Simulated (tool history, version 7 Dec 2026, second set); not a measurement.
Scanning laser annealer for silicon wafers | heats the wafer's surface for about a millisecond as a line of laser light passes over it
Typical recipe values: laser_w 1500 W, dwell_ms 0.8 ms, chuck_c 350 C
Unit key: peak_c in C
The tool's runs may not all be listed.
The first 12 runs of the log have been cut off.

run	hour	laser_w	dwell_ms	chuck_c	peak_c
13	154.4	1500	0.607	350	932
14	169	1500	0.607	350	932
15	183.3	1500	0.8	350	1029
16	196.1	1500	0.8	350	1028
17	211.2	1500	0.8	350	1024
18	218.3	1500	0.8	350	1026
# hour 229.3: optics aligned, line set to its width
19	237	1500	0.8	350	1037
20	247.8	1500	0.8	350	1039
21	257.1	1520	0.791	339	1034
# hour 260.3: window over the wafer cleaned
22	269.4	1520	0.791	366	1051
23	282.9	1643	0.793	324	1069
24	295.1	1500	0.612	354	941

Forecast run 25:
25	310.9	1347	0.8	340	?

peak_c: 948 C
If the tool had no hidden condition, the same run with the same run-to-run variation would have returned peak_c 967 C.

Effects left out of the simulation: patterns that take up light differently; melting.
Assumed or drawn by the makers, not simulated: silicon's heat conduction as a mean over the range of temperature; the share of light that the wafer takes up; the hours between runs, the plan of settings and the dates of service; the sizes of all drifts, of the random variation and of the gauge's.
